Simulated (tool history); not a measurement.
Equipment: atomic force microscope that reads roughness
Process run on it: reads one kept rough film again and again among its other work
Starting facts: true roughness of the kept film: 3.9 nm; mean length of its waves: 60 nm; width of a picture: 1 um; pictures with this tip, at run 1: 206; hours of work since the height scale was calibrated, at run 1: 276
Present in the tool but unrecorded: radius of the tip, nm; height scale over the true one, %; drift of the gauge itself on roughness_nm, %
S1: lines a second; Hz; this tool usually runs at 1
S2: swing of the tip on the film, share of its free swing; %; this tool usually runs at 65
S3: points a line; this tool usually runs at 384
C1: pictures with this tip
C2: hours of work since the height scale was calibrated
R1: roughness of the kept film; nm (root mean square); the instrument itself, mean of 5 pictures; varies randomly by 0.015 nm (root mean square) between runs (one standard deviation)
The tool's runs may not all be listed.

run   hour    S1  S2   S3   C1   C2     R1
  1      0     1  65  384  206  276  3.434
  2   45.5     1  65  384  252  295  3.387
        93  -- new tip fitted
  3   96.2  3.58  65  384    3  316  3.343
  4  140.2  3.58  65  384   47  334  3.269
  5  198.9     1  65  384  107  359  3.545
  6  251.6     1  72  384  159  381  3.422
  7  311.2     1  72  384  219  406  3.361
     317.9  -- height scale calibrated on a step standard
  8  362.9     1  65  384  270   19  3.388
     392.4  -- new tip fitted
  9  392.4     1  65  384    0   31  3.661
 10  456.4  3.61  55  574   64   58  3.475
 11    505  3.61  55  574  113   79  3.446

Expected results for the next run?
 12   547  3.61  55  841  155  96   ?

Run 12 came out at R1 3.42 nm (root mean square).
Minus the tool's unlogged condition, the same run would have read R1 3.554 nm (root mean square).
